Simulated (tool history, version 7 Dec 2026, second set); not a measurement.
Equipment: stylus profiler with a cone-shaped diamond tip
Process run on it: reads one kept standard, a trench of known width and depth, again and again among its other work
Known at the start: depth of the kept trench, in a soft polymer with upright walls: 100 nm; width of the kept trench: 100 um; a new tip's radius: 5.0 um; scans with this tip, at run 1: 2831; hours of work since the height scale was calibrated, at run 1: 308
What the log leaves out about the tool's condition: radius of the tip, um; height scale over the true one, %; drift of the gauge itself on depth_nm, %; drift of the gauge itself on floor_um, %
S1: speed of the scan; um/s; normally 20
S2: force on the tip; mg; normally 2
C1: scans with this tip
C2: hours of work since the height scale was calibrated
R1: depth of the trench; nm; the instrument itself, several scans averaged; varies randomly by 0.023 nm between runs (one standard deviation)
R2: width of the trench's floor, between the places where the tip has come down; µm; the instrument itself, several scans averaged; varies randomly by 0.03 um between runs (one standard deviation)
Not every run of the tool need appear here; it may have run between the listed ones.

run,day,S1,S2,C1,C2,R1,R2
1,0,20,2,2831,308,101.03,97.94
2,0.658,20,2,2940,320,101.06,97.94
3,1.604,20,2,3098,337,101.05,97.97
4,2.242,20,2,3203,349,101.06,97.93
5,2.925,7,2,3317,361,101.08,98
6,3.354,7,2,3388,369,101.11,98.01
7,3.967,10,2,3490,380,101.05,97.93
8,4.588,10,2,3593,391,101.06,97.93
9,5.371,10,2,3723,406,101.05,97.94
10,5.804,10,2,3796,413,101.08,98.01
11,6.579,10,2.74,3924,427,101.32,97.96
12,7.254,10,2.74,4036,440,101.31,97.96
13,7.954,10,2.74,4152,452,101.33,98.01
14,9.008,11,2,4327,471,101.03,97.98
15,9.8,11,2,4459,486,101.07,97.94
16,10.296,11,2,4542,495,101.11,98
17,11.271,11,2,4704,512,101.05,97.99
18,12.217,11,2,4861,529,101.06,97.93
19,13.258,11,2,5034,548,101.05,97.94
20,13.979,11,2,5153,561,101.06,97.96
21,14.962,11,2,5317,579,101.05,97.95
22,15.808,11,2,5457,594,101.06,97.98
23,16.529,11,2,5577,608,101.09,98.02
24,17.062,27,2.75,5666,617,101.29,97.92
25,17.888,7,2.66,5803,632,101.28,98
26,18.467,7,2.66,5899,643,101.28,97.95
27,19.104,7,1.45,6005,654,100.85,97.98
28,20.112,75,0.82,6173,672,100.57,97.69
29,21.012,75,0.82,6322,689,100.58,97.71
30,21.496,56,1.86,6402,697,101.02,97.83
31,22.146,34,1.16,6510,709,100.73,97.87
32,22.942,34,1.16,6642,724,100.74,97.88
33,23.467,5,2.18,6730,733,101.15,98
34,24.271,14,2.18,6863,748,101.1,97.93
35,24.796,14,2.18,6950,757,101.08,97.93
36,25.742,14,2.18,7108,774,101.11,97.95
37,26.612,41,1.14,7253,790,100.73,97.81
38,27.333,7,2.92,7372,803,101.37,97.93
39,27.971,7,2.92,7478,815,101.35,98.01
40,28.833,20,2.66,7621,830,101.32,97.95
41,29.579,6,1.05,7745,844,100.7,97.96
42,30.425,23,0.76,7885,859,100.56,97.85
43,31.454,17,4.13,8057,878,101.72,97.98
44,32.446,26,3.3,8221,896,101.49,97.94
45,33.254,9,1.07,8355,910,100.71,97.97
46,34.012,7,5.26,8482,924,102.02,97.96

Here are 4 independent what-if runs from the current tool condition. What would each one return?
A,34.717,15,4.8,8598,937,?,?
B,34.717,9,5.86,8598,937,?,?
C,34.717,17,5.26,8598,937,?,?
D,34.717,15,1.9,8598,937,?,?

run,R1,R2
A,101.92,97.89
B,102.2,97.98
C,102.03,97.94
D,101.04,97.93
Had the tool no hidden state, the same runs would have come out as:
run,R1,R2
A,101.91,97.91
B,102.2,98.01
C,102.02,97.96
D,101.03,97.95

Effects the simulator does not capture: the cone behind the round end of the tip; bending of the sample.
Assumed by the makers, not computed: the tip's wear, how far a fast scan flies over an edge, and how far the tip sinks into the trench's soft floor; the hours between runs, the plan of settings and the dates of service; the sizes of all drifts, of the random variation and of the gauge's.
